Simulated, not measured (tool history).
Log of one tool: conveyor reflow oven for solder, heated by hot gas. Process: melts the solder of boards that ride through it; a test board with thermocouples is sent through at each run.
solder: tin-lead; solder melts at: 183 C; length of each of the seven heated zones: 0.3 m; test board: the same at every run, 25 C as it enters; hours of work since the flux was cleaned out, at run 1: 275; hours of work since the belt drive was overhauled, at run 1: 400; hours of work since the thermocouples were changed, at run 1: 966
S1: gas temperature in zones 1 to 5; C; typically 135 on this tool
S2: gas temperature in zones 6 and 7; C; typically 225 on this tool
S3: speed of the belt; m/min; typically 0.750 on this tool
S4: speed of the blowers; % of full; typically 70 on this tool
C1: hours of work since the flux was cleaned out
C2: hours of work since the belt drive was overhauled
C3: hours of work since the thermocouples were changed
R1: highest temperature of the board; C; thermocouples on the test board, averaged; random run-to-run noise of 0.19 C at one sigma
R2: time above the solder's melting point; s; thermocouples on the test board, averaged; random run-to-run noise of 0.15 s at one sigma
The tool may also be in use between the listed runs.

run,hour,S1,S2,S3,S4,C1,C2,C3,R1,R2
1,0.0,135,225,0.750,70,275,400,966,209.3,30.8
2,25.1,135,225,0.750,70,295,420,985,209.6,30.9
3,58.0,135,225,0.750,70,320,446,1011,209.3,30.5
4,95.8,135,225,0.750,70,350,475,1041,208.6,30.6
5,126.2,135,225,0.750,70,374,499,1064,208.6,30.4
# hour 135.2: thermocouples of zones 6 and 7 changed
6,150.5,135,225,0.750,70,391,517,12,205.8,28.5
7,184.4,135,225,0.722,70,418,543,38,207.2,30.7
# hour 200.2: flux residue cleaned out of gas plates and filters
8,217.2,135,225,0.750,70,13,565,60,209.0,31.2
9,244.9,135,225,0.750,70,35,586,82,209.2,31.0
10,264.6,135,225,0.750,70,50,602,97,208.6,31.4
11,284.2,135,225,0.750,70,66,617,113,208.9,31.2
12,317.9,135,225,0.750,70,92,644,139,208.8,30.9
13,337.7,135,237,0.750,70,108,659,155,219.3,36.7
14,364.2,135,225,0.750,70,128,680,175,208.5,31.0
15,402.5,135,225,0.750,70,158,710,205,208.4,31.0
16,420.5,135,225,0.750,70,172,724,219,208.3,30.6
17,451.7,135,230,0.654,79,197,748,244,219.1,43.1
18,471.7,128,225,0.750,70,212,764,259,206.8,28.1
19,495.1,122,238,0.668,66,231,782,278,219.9,38.9
# hour 519.5: belt drive overhauled, speed set with a stopwatch
20,526.4,122,219,0.668,58,252,5,299,199.7,23.7
21,552.1,127,233,0.668,58,272,26,319,212.5,34.7
22,571.6,129,225,0.799,70,287,41,334,203.6,23.6
23,599.4,126,218,0.847,78,309,62,356,197.4,17.1
24,637.5,147,225,0.750,70,339,92,386,209.6,33.5
25,661.5,147,220,0.667,70,358,111,405,208.4,38.2
26,684.0,139,225,0.750,70,375,129,422,207.6,30.2
27,716.9,141,215,0.750,70,401,154,448,199.6,24.6
28,742.8,141,215,0.750,70,421,175,468,199.3,24.7
# hour 754.7: flux residue cleaned out of gas plates and filters
29,769.8,141,215,0.766,59,12,192,485,198.8,23.4
30,788.9,135,222,0.750,69,27,207,500,207.4,29.8
31,812.9,135,222,0.750,69,46,226,519,207.2,29.4

Each row is a separate what-if for the run after 31, all from the same tool condition, not one after another. Results?
A,840.7,135,222,0.750,80,67,247,541,?,?
B,840.7,135,222,0.778,69,67,247,541,?,?
C,840.7,121,225,0.750,70,67,247,541,?,?
D,840.7,143,222,0.750,82,67,247,541,?,?

run,R1,R2
A,209.9,32.0
B,206.2,27.6
C,207.2,26.8
D,211.7,35.0
With the hidden condition removed and each run's random variation left untouched, the same runs would have given:
run,R1,R2
A,208.8,31.3
B,205.1,26.7
C,206.1,26.0
D,210.5,34.2

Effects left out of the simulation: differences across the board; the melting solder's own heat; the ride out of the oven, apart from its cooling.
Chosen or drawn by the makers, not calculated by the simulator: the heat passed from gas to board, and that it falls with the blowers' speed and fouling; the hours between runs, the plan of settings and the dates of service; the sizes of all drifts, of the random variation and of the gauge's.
